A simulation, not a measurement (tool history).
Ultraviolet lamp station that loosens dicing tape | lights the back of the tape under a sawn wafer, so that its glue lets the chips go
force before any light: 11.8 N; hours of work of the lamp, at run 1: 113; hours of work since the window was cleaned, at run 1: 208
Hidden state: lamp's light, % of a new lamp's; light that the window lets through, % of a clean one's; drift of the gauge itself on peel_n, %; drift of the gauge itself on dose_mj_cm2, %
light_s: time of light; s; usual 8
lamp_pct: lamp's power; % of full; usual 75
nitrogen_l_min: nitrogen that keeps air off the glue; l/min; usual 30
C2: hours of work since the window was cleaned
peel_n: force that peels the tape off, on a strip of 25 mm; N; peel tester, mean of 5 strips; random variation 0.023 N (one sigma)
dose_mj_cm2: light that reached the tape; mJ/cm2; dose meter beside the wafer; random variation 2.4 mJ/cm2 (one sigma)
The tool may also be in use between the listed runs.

Run 1, hour 0: usual settings; hours of work of the lamp 113; C2 208. Result: peel_n 1.298 N, dose_mj_cm2 245 mJ/cm2.
Run 2, hour 13.1: usual settings; hours of work of the lamp 121; C2 216. Result: peel_n 1.329 N, dose_mj_cm2 250 mJ/cm2.
Run 3, hour 26.7: usual settings; hours of work of the lamp 129; C2 224. Result: peel_n 1.287 N, dose_mj_cm2 247 mJ/cm2.
Run 4, hour 46.4: usual settings; hours of work of the lamp 141; C2 236. Result: peel_n 1.314 N, dose_mj_cm2 248 mJ/cm2.
Run 5, hour 66.5: usual settings but light_s 6 s; hours of work of the lamp 153; C2 248. Result: peel_n 2.295 N, dose_mj_cm2 187 mJ/cm2.
Run 6, hour 77.3: usual settings but light_s 6 s; hours of work of the lamp 159; C2 254. Result: peel_n 2.263 N, dose_mj_cm2 184 mJ/cm2.
Run 7, hour 88.8: usual settings; hours of work of the lamp 166; C2 261. Result: peel_n 1.299 N, dose_mj_cm2 248 mJ/cm2.
Run 8, hour 105.3: usual settings but lamp_pct 66 % of full; hours of work of the lamp 176; C2 271. Result: peel_n 1.757 N, dose_mj_cm2 218 mJ/cm2.
Run 9, hour 119.9: usual settings but nitrogen_l_min 23 l/min; hours of work of the lamp 185; C2 279. Result: peel_n 1.56 N, dose_mj_cm2 246 mJ/cm2.
Run 10, hour 132.5: usual settings but nitrogen_l_min 23 l/min; hours of work of the lamp 192; C2 287. Result: peel_n 1.593 N, dose_mj_cm2 242 mJ/cm2.
Run 11, hour 148.2: usual settings but light_s 10 s; hours of work of the lamp 201; C2 296. Result: peel_n 0.815 N, dose_mj_cm2 303 mJ/cm2.
Run 12, hour 167.9: usual settings but light_s 10 s; hours of work of the lamp 213; C2 308. Result: peel_n 0.811 N, dose_mj_cm2 303 mJ/cm2.
Run 13, hour 189.2: usual settings but light_s 10 s; hours of work of the lamp 226; C2 321. Result: peel_n 0.865 N, dose_mj_cm2 302 mJ/cm2.
Run 14, hour 212: usual settings but light_s 10 s; hours of work of the lamp 239; C2 334. Result: peel_n 0.859 N, dose_mj_cm2 299 mJ/cm2.
Run 15, hour 223.7: usual settings but light_s 10 s; hours of work of the lamp 246; C2 341. Result: peel_n 0.859 N, dose_mj_cm2 305 mJ/cm2.
Run 16, hour 239.1: usual settings but light_s 10 s; hours of work of the lamp 255; C2 350. Result: peel_n 0.846 N, dose_mj_cm2 299 mJ/cm2.
Run 17, hour 253.7: usual settings but nitrogen_l_min 15 l/min; hours of work of the lamp 264; C2 359. Result: peel_n 2.057 N, dose_mj_cm2 238 mJ/cm2.
Run 18, hour 274.2: usual settings; hours of work of the lamp 276; C2 371. Result: peel_n 1.436 N, dose_mj_cm2 232 mJ/cm2.
Run 19, hour 291.2: usual settings but nitrogen_l_min 14 l/min; hours of work of the lamp 286; C2 381. Result: peel_n 2.142 N, dose_mj_cm2 237 mJ/cm2.
Run 20, hour 312.7: usual settings; hours of work of the lamp 299; C2 394. Result: peel_n 1.478 N, dose_mj_cm2 234 mJ/cm2.
Run 21, hour 326: usual settings; hours of work of the lamp 307; C2 402. Result: peel_n 1.426 N, dose_mj_cm2 229 mJ/cm2.
Run 22, hour 338.1: usual settings; hours of work of the lamp 314; C2 409. Result: peel_n 1.461 N, dose_mj_cm2 235 mJ/cm2.
Run 23, hour 353.1: usual settings but lamp_pct 72 % of full, nitrogen_l_min 28 l/min; hours of work of the lamp 323; C2 418. Result: peel_n 1.671 N, dose_mj_cm2 221 mJ/cm2.
Run 24, hour 364.1: usual settings but lamp_pct 72 % of full, nitrogen_l_min 28 l/min; hours of work of the lamp 330; C2 424. Result: peel_n 1.662 N, dose_mj_cm2 225 mJ/cm2.
At hour 366.2: window cleaned of glue's vapour.
Run 25, hour 387.7: usual settings but light_s 9 s, lamp_pct 89 % of full, nitrogen_l_min 29 l/min; hours of work of the lamp 343; C2 13. Result: peel_n 0.821 N, dose_mj_cm2 304 mJ/cm2.
Run 26, hour 405.5: usual settings but light_s 9 s, lamp_pct 89 % of full, nitrogen_l_min 29 l/min; hours of work of the lamp 354; C2 23. Result: peel_n 0.849 N, dose_mj_cm2 299 mJ/cm2.
Run 27, hour 423.4: usual settings but light_s 11 s, lamp_pct 69 % of full, nitrogen_l_min 29 l/min; hours of work of the lamp 365; C2 34. Result: peel_n 0.965 N, dose_mj_cm2 288 mJ/cm2.
At hour 425.4: window cleaned of glue's vapour, once more.
Run 28, hour 434.1: usual settings but light_s 9 s, lamp_pct 76 % of full; hours of work of the lamp 371; C2 5. Result: peel_n 0.981 N, dose_mj_cm2 276 mJ/cm2.
Run 29, hour 453.2: usual settings but light_s 15 s, lamp_pct 80 % of full, nitrogen_l_min 41 l/min; hours of work of the lamp 382; C2 17. Result: peel_n 0.183 N, dose_mj_cm2 478 mJ/cm2.
Run 30, hour 470.6: usual settings but lamp_pct 89 % of full, nitrogen_l_min 27 l/min; hours of work of the lamp 392; C2 27. Result: peel_n 1.005 N, dose_mj_cm2 284 mJ/cm2.
Run 31, hour 488: usual settings but lamp_pct 89 % of full, nitrogen_l_min 27 l/min; hours of work of the lamp 403; C2 37. Result: peel_n 1.049 N, dose_mj_cm2 281 mJ/cm2.
Run 32, hour 508: usual settings but lamp_pct 82 % of full, nitrogen_l_min 9 l/min; hours of work of the lamp 414; C2 49. Result: peel_n 2.216 N, dose_mj_cm2 259 mJ/cm2.
Run 33, hour 517.8: usual settings but light_s 6 s, lamp_pct 73 % of full, nitrogen_l_min 27 l/min; hours of work of the lamp 420; C2 55. Result: peel_n 2.626 N, dose_mj_cm2 174 mJ/cm2.
Run 34, hour 532.6: usual settings but light_s 12 s, lamp_pct 73 % of full, nitrogen_l_min 54 l/min; hours of work of the lamp 429; C2 64. Result: peel_n 0.426 N, dose_mj_cm2 349 mJ/cm2.
Run 35, hour 545.6: usual settings but light_s 5 s, lamp_pct 73 % of full, nitrogen_l_min 27 l/min; hours of work of the lamp 437; C2 71. Result: peel_n 3.374 N, dose_mj_cm2 144 mJ/cm2.
Run 36, hour 567.8: usual settings but light_s 5 s, lamp_pct 73 % of full, nitrogen_l_min 27 l/min; hours of work of the lamp 450; C2 85. Result: peel_n 3.255 N, dose_mj_cm2 142 mJ/cm2.
Run 37, hour 581.7: usual settings but lamp_pct 85 % of full, nitrogen_l_min 14 l/min; hours of work of the lamp 458; C2 93. Result: peel_n 1.716 N, dose_mj_cm2 270 mJ/cm2.
Run 38, hour 597: usual settings but lamp_pct 73 % of full, nitrogen_l_min 23 l/min; hours of work of the lamp 467; C2 102. Result: peel_n 1.739 N, dose_mj_cm2 226 mJ/cm2.
Run 39, hour 615.5: usual settings but light_s 4 s, lamp_pct 78 % of full, nitrogen_l_min 51 l/min; hours of work of the lamp 478; C2 113. Result: peel_n 3.439 N, dose_mj_cm2 124 mJ/cm2.
Run 40, hour 631.6: usual settings but light_s 5 s, lamp_pct 74 % of full, nitrogen_l_min 9 l/min; hours of work of the lamp 488; C2 122. Result: peel_n 4.591 N, dose_mj_cm2 147 mJ/cm2.
Run 41, hour 648.4: usual settings but light_s 5 s, lamp_pct 74 % of full, nitrogen_l_min 9 l/min; hours of work of the lamp 498; C2 132. Result: peel_n 4.673 N, dose_mj_cm2 145 mJ/cm2.
Run 42, hour 659: usual settings but light_s 7 s, lamp_pct 88 % of full, nitrogen_l_min 11 l/min; hours of work of the lamp 504; C2 139. Result: peel_n 2.34 N, dose_mj_cm2 238 mJ/cm2.
Run 43, hour 673.4: usual settings but light_s 7 s, lamp_pct 88 % of full, nitrogen_l_min 11 l/min; hours of work of the lamp 513; C2 147. Result: peel_n 2.297 N, dose_mj_cm2 239 mJ/cm2.

How the hidden state differs across the entries between the runs, from the last listed run before each to the first after it:
Between runs 24 and 25: window cleaned of glue's vapour (hour 366.2)
  lamp's light, % of a new lamp's: 92.5 -> 92.2; light that the window lets through, % of a clean one's: 95.1 -> 93.2
  measured less the result without the state, peel_n: +0.375 -> +0.264 N; dose_mj_cm2: -31 -> -50 mJ/cm2
Between runs 27 and 28: window cleaned of glue's vapour, once more (hour 425.4)
  lamp's light, % of a new lamp's: 91.8 -> 91.7; light that the window lets through, % of a clean one's: 93 -> 99.5
  measured less the result without the state, peel_n: +0.313 -> +0.192 N; dose_mj_cm2: -49 -> -26 mJ/cm2
